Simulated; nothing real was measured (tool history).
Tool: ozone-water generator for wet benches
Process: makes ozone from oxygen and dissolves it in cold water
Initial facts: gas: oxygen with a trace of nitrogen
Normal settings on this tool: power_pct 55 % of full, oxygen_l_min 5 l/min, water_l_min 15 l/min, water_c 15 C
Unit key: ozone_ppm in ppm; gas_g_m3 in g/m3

run    hour  power_pct  oxygen_l_min  water_l_min  water_c  ozone_ppm  gas_g_m3
  1       0         55             5           15       15       15.5     150.2
  2    83.7         50             5           15       15       14.1       139
  3   123.4         55          3.98           15       15         15     167.2
      163.5  -- water thermometer calibrated
  4   185.8         41             5           15       15       12.3     118.9
  5     251         41             5           15       15       12.1     119.3
  6     328         41             5           17       15       10.6     117.5
  7   370.4         55             5           15       15       15.4     148.1
  8   409.6         55             5           15       15       15.3     149.4
  9   484.6         55             5           15       15         15     147.6
      514.3  -- water thermometer calibrated, once more
 10   551.3         55             5           19       15       11.9     149.4
 11   637.5         55             5           15       15       14.9     148.7
 12   678.4         55             5           15       15       15.1     147.3
 13   769.4         55             5           15       15       15.2     147.7
 14   847.2         55             5           15       14       15.3     146.8
 15   892.4         55             5           22       15       10.3     146.1
 16   934.5         55             5           22       15       10.1     144.6
 17  1017.7         55             5           22       15         10     145.4
 18  1105.8         64          4.29           13       11         20     175.4
 19  1191.4         46          4.29           23       11        8.3     135.4
 20  1239.4         74          3.33           15       15       18.1     224.3
 21  1277.9         55          4.72           15       21       13.4     149.9
 22  1358.8         55           5.4           15       21       13.2     138.4
 23  1450.5         55          5.63            9       11       23.9       135

For run 24, what comes out?
 24  1497         55          5.63            9       11          ?         ?

For run 24 the tool returned ozone_ppm 23.8 ppm, gas_g_m3 134.9 g/m3.
If the tool had no hidden condition, the same run with the same run-to-run variation would have returned ozone_ppm 29.3 ppm, gas_g_m3 160.6 g/m3.

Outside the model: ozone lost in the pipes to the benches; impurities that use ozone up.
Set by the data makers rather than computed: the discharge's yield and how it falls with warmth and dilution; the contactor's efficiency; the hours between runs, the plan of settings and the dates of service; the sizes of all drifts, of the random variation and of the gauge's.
